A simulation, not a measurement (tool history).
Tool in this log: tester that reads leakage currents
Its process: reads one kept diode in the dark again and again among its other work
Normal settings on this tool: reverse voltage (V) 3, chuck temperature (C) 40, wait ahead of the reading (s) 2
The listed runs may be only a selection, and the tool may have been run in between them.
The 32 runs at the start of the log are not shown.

| run | hour | reverse voltage (V) | chuck temperature (C) | wait ahead of the reading (s) | hours of work since the probe card was cleaned | hours of work since the tester was calibrated | hours of work since the chuck was calibrated | current that the tester gives (pA) |
|---|---|---|---|---|---|---|---|---|
|  | 1048.8 | chuck's temperature calibrated |
| 33 | 1070.1 | 1.08 | 40 | 0.35 | 696 | 1391 | 16 | 196.11 |
| 34 | 1106.6 | 5.95 | 46 | 2.2 | 723 | 1419 | 44 | 757.74 |
| 35 | 1143.8 | 5.95 | 39 | 1.29 | 752 | 1447 | 72 | 453.58 |
| 36 | 1171.7 | 5.95 | 39 | 1.29 | 773 | 1469 | 94 | 453.17 |
| 37 | 1191.5 | 5.95 | 39 | 1.29 | 788 | 1484 | 109 | 456.6 |
| 38 | 1234.8 | 5.95 | 39 | 5.68 | 821 | 1517 | 142 | 454.35 |
| 39 | 1264.3 | 5.95 | 39 | 5.68 | 844 | 1539 | 164 | 456.64 |
| 40 | 1301.1 | 12.15 | 34 | 2 | 872 | 1567 | 192 | 458.21 |

Forecast each of these 3 alternatives for the next run:
| A | 1339.9 | 3 | 20 | 2 | 901 | 1597 | 222 | ? |
| B | 1339.9 | 3 | 41 | 2 | 901 | 1597 | 222 | ? |
| C | 1339.9 | 3 | 41 | 2 | 901 | 1597 | 222 | ? |

| run | current that the tester gives (pA) |
|---|---|
| A | 70.48 |
| B | 373.97 |
| C | 372.87 |
Stripped of hidden state, with their random variation kept, the same runs would have yielded:
| run | current that the tester gives (pA) |
|---|---|
| A | 68.41 |
| B | 366.77 |
| C | 365.7 |
